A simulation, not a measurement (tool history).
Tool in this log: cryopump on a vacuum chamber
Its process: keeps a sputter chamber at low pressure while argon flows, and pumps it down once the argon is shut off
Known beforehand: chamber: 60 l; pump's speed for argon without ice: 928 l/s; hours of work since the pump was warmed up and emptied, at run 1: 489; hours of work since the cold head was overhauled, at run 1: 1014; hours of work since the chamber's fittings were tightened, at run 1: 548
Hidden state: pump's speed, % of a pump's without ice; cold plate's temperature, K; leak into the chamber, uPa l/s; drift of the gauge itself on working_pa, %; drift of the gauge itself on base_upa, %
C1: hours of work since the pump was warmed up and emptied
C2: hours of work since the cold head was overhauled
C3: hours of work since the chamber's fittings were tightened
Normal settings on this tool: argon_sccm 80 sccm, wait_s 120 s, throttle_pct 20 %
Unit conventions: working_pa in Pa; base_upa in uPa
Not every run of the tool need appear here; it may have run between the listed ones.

Run 1, hour 0.0: usual settings; C1 489; C2 1014; C3 548. Result: working_pa 0.8019 Pa, base_upa 2.36 uPa.
At hour 24.8: pump warmed up, emptied and cooled again.
Run 2, hour 25.1: usual settings; C1 0; C2 1030; C3 564. Result: working_pa 0.7309 Pa, base_upa 1.75 uPa.
Run 3, hour 49.0: usual settings but throttle_pct 15 %; C1 20; C2 1050; C3 584. Result: working_pa 0.9653 Pa, base_upa 1.79 uPa.
Run 4, hour 77.9: usual settings but throttle_pct 15 %; C1 43; C2 1073; C3 608. Result: working_pa 0.9764 Pa, base_upa 1.88 uPa.
Run 5, hour 98.8: usual settings but throttle_pct 15 %; C1 61; C2 1090; C3 625. Result: working_pa 0.9756 Pa, base_upa 1.90 uPa.
Run 6, hour 145.4: usual settings but wait_s 35 s, throttle_pct 15 %; C1 99; C2 1129; C3 663. Result: working_pa 0.9844 Pa, base_upa 2.71 uPa.
Run 7, hour 186.1: usual settings but throttle_pct 44 %; C1 132; C2 1162; C3 696. Result: working_pa 0.3499 Pa, base_upa 2.19 uPa.
Run 8, hour 205.9: usual settings but wait_s 138 s, throttle_pct 44 %; C1 148; C2 1178; C3 712. Result: working_pa 0.3491 Pa, base_upa 2.09 uPa.
Run 9, hour 233.4: usual settings but wait_s 138 s, throttle_pct 44 %; C1 171; C2 1201; C3 735. Result: working_pa 0.3532 Pa, base_upa 2.26 uPa.
Run 10, hour 272.1: usual settings; C1 202; C2 1232; C3 767. Result: working_pa 0.7525 Pa, base_upa 2.36 uPa.
Run 11, hour 319.7: usual settings; C1 241; C2 1271; C3 806. Result: working_pa 0.7590 Pa, base_upa 2.61 uPa.
Run 12, hour 353.0: usual settings; C1 269; C2 1299; C3 833. Result: working_pa 0.7642 Pa, base_upa 2.70 uPa.
Run 13, hour 387.1: usual settings; C1 297; C2 1326; C3 861. Result: working_pa 0.7650 Pa, base_upa 2.79 uPa.
Run 14, hour 416.6: usual settings; C1 321; C2 1351; C3 885. Result: working_pa 0.7687 Pa, base_upa 2.90 uPa.
Run 15, hour 445.2: usual settings but argon_sccm 69 sccm; C1 344; C2 1374; C3 908. Result: working_pa 0.6652 Pa, base_upa 3.07 uPa.
Run 16, hour 476.5: usual settings but argon_sccm 69 sccm; C1 370; C2 1400; C3 934. Result: working_pa 0.6711 Pa, base_upa 3.18 uPa.
Run 17, hour 497.1: usual settings but argon_sccm 69 sccm; C1 387; C2 1416; C3 951. Result: working_pa 0.6722 Pa, base_upa 3.23 uPa.
Run 18, hour 542.9: usual settings but argon_sccm 41 sccm, throttle_pct 19 %; C1 424; C2 1454; C3 988. Result: working_pa 0.4206 Pa, base_upa 3.33 uPa.
Run 19, hour 586.2: usual settings but argon_sccm 41 sccm, throttle_pct 19 %; C1 460; C2 1489; C3 1024. Result: working_pa 0.4233 Pa, base_upa 3.56 uPa.
Run 20, hour 614.5: usual settings but argon_sccm 84 sccm, wait_s 101 s, throttle_pct 30 %; C1 483; C2 1513; C3 1047. Result: working_pa 0.5858 Pa, base_upa 3.71 uPa.
At hour 646.5: pump warmed up, emptied and cooled again.
Run 21, hour 650.2: usual settings but argon_sccm 48 sccm, wait_s 59 s; C1 3; C2 1538; C3 1072. Result: working_pa 0.4393 Pa, base_upa 2.99 uPa.
Run 22, hour 692.5: usual settings but argon_sccm 107 sccm, wait_s 160 s; C1 38; C2 1572; C3 1107. Result: working_pa 0.9881 Pa, base_upa 2.73 uPa.
Run 23, hour 716.9: usual settings but argon_sccm 107 sccm, wait_s 160 s; C1 58; C2 1592; C3 1127. Result: working_pa 0.9841 Pa, base_upa 2.90 uPa.
Run 24, hour 756.0: usual settings but argon_sccm 38 sccm, wait_s 112 s, throttle_pct 36 %; C1 90; C2 1624; C3 1158. Result: working_pa 0.1990 Pa, base_upa 3.10 uPa.
Run 25, hour 803.8: usual settings but argon_sccm 38 sccm, wait_s 67 s, throttle_pct 29 %; C1 129; C2 1663; C3 1198. Result: working_pa 0.2476 Pa, base_upa 3.57 uPa.
Run 26, hour 845.2: usual settings but argon_sccm 38 sccm, wait_s 67 s, throttle_pct 29 %; C1 163; C2 1697; C3 1232. Result: working_pa 0.2489 Pa, base_upa 3.65 uPa.
Run 27, hour 892.6: usual settings but argon_sccm 38 sccm, wait_s 67 s, throttle_pct 29 %; C1 201; C2 1736; C3 1270. Result: working_pa 0.2508 Pa, base_upa 3.76 uPa.
Run 28, hour 912.6: usual settings but argon_sccm 155 sccm, wait_s 75 s; C1 218; C2 1753; C3 1287. Result: working_pa 1.4666 Pa, base_upa 3.86 uPa.
Run 29, hour 939.8: usual settings but argon_sccm 131 sccm, wait_s 22 s; C1 240; C2 1775; C3 1309. Result: working_pa 1.2502 Pa, base_upa 5.10 uPa.
Run 30, hour 971.1: usual settings but throttle_pct 30 %; C1 266; C2 1800; C3 1335. Result: working_pa 0.5205 Pa, base_upa 3.93 uPa.

Run 31, settings as shown, results not yet in. Your forecast:
Run 31, hour 1018.9: usual settings but argon_sccm 44 sccm, wait_s 100 s, throttle_pct 24 %; C1 305; C2 1839; C3 1374. Result: working_pa ?, base_upa ?.

Run 31 came out at working_pa 0.3573 Pa, base_upa 4.12 uPa.
On a tool with no hidden condition, and with the same random variation, this run would have come out at working_pa 0.3342 Pa, base_upa 0.69 uPa.

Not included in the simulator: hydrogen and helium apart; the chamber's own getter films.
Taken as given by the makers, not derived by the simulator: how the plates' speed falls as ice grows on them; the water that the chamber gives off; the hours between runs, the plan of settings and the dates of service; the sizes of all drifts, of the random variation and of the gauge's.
